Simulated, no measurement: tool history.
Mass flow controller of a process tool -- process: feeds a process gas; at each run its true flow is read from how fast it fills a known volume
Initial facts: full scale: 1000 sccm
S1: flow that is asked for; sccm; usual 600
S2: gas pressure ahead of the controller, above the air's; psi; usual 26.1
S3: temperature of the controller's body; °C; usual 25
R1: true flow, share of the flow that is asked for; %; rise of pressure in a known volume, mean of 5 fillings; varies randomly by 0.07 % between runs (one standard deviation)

{"run": 1, "hour": 0.0, "S1": 600, "S2": 26.1, "S3": 25, "R1": 99.89}
{"run": 2, "hour": 287.5, "S1": 600, "S2": 26.1, "S3": 25, "R1": 99.81}
{"run": 3, "hour": 515.8, "S1": 600, "S2": 26.1, "S3": 25, "R1": 99.85}
{"run": 4, "hour": 779.0, "S1": 600, "S2": 26.1, "S3": 37, "R1": 100.12}
{"run": 5, "hour": 1012.6, "S1": 600, "S2": 26.1, "S3": 37, "R1": 100.3}
{"run": 6, "hour": 1252.9, "S1": 600, "S2": 26.1, "S3": 37, "R1": 100.23}
{"run": 7, "hour": 1417.8, "S1": 397, "S2": 22.5, "S3": 22, "R1": 99.57}
{"run": 8, "hour": 1606.1, "S1": 397, "S2": 22.5, "S3": 22, "R1": 99.5}
{"run": 9, "hour": 1840.1, "S1": 473, "S2": 26.1, "S3": 31, "R1": 99.85}
{"run": 10, "hour": 2042.7, "S1": 413, "S2": 26.1, "S3": 23, "R1": 99.6}
{"run": 11, "hour": 2301.0, "S1": 413, "S2": 26.1, "S3": 23, "R1": 99.69}
{"run": 12, "hour": 2422.1, "S1": 413, "S2": 26.1, "S3": 23, "R1": 99.74}

Alternative continuations, all from the tool just after run 12; predict every row:
{"run": "A", "hour": 2643.2, "S1": 153, "S2": 26.1, "S3": 36, "R1": "?"}
{"run": "B", "hour": 2643.2, "S1": 143, "S2": 37.9, "S3": 22, "R1": "?"}
{"run": "C", "hour": 2643.2, "S1": 911, "S2": 22.6, "S3": 32, "R1": "?"}

run=A R1=100.12
run=B R1=99.49
run=C R1=101.17
Take away the tool's hidden state, keep each run's random variation, and the runs would have read:
run=A R1=98.26
run=B R1=97.55
run=C R1=100.19
